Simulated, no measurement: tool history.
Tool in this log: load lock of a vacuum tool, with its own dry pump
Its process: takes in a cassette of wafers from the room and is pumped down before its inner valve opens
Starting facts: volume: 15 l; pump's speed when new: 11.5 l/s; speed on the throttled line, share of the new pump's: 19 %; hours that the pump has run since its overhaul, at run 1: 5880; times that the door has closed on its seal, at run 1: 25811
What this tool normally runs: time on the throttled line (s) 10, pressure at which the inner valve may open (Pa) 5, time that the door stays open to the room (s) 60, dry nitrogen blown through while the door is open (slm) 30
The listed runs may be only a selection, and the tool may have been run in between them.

run,hour,time on the throttled line (s),pressure at which the inner valve may open (Pa),time that the door stays open to the room (s),dry nitrogen blown through while the door is open (slm),hours that the pump has run since its overhaul,times that the door has closed on its seal,"incoming humidity of the room's air, %",time from the closed door until the inner valve may open (s),rise of the pressure with all valves shut (Pa/min)
1,0,10,5,60,30,5880,25811,45.6,21.2,0.022
2,289.3,10,8,60,30,6169,26128,42.8,19.9,0.024
3,685.1,10,8,149,30,6565,26562,46.2,20.4,0.038
4,982.5,10,8,149,30,6862,26887,44.2,20.9,0.042
5,1429.3,9,8,149,30,7309,27377,45.7,19.2,0.032
6,1861.5,9,8,149,30,7741,27850,49.1,19.6,0.033
7,2232.2,9,8,149,30,8112,28256,44.5,20.1,0.036
8,2638.6,9,8,149,30,8519,28701,46,19.4,0.031
9,3128.2,9,8,149,30,9008,29237,45.4,19.8,0.036
10,3666,5,5,60,30,9546,29826,46.9,17.3,0.02
11,4189.1,10,7,60,30,10069,30399,42.5,20.9,0.023
12,4706.2,10,7,60,30,10586,30965,44,21.2,0.028
13,5182.2,10,5,60,30,11062,31486,41.7,21.1,0.021
14,5483.6,10,5,60,14,11364,31816,42.5,21.3,0.033
15,5867.5,10,5,60,14,11747,32236,42.1,20.8,0.033
16,6199.9,10,5,60,14,12080,32600,46,21.3,0.033
17,6739.4,10,5,60,5,12619,33191,41.4,21,0.047
18,7335.8,14,5,60,30,13216,33844,42.5,24.3,0.021
19,7599.1,10,5,60,4,13479,34133,45.7,21.1,0.051
20,7961.3,10,5,204,7,13841,34529,42.4,21.5,0.08
21,8380.6,10,5,43,43,14261,34988,46.5,21,0.021
22,8904,10,9,192,30,14784,35561,47.2,20.4,0.041
23,9421,10,9,192,30,15301,36128,45.1,20.7,0.037
24,9736.5,10,9,192,30,15616,36473,44.8,20.6,0.041
25,10131.9,10,4,34,30,16012,36906,45.6,21.6,0.018
26,10445.5,10,4,34,30,16325,37249,44.4,21.3,0.02
27,10978.8,10,4,34,30,16859,37833,46.9,21.3,0.019
28,11472.6,6,6,60,30,17353,38374,42.7,17.6,0.021
29,11930.9,15,6,84,31,17811,38876,47.4,24.7,0.021
30,12321.6,11,6,47,30,18202,39304,46.6,21.6,0.023
31,12726.8,8,5,60,35,18607,39747,42.4,19.9,0.02
32,13142.6,7,5,98,5,19022,40203,46.2,19.2,0.055
33,13610.7,10,10,32,30,19491,40715,45.9,20.1,0.025
34,14008.8,10,10,32,30,19889,41151,49.5,19.9,0.016
35,14419,10,7,119,30,20299,41601,44.8,20.8,0.032
36,14685.5,10,7,47,30,20565,41892,45.6,20.4,0.019

Forecast each of these 4 alternatives for the next run:
A,15237.2,6,5,38,30,21117,42496,44.4,?,?
B,15237.2,10,9,42,25,21117,42496,43.9,?,?
C,15237.2,10,10,60,30,21117,42496,42.7,?,?
D,15237.2,10,9,198,30,21117,42496,45.8,?,?

run,time from the closed door until the inner valve may open (s),rise of the pressure with all valves shut (Pa/min)
A,18.2,0.019
B,20.3,0.019
C,20.1,0.024
D,20.4,0.039
With no hidden state in the tool, these same runs would have given:
run,time from the closed door until the inner valve may open (s),rise of the pressure with all valves shut (Pa/min)
A,18.2,0.019
B,20.3,0.018
C,20,0.023
D,20.4,0.038
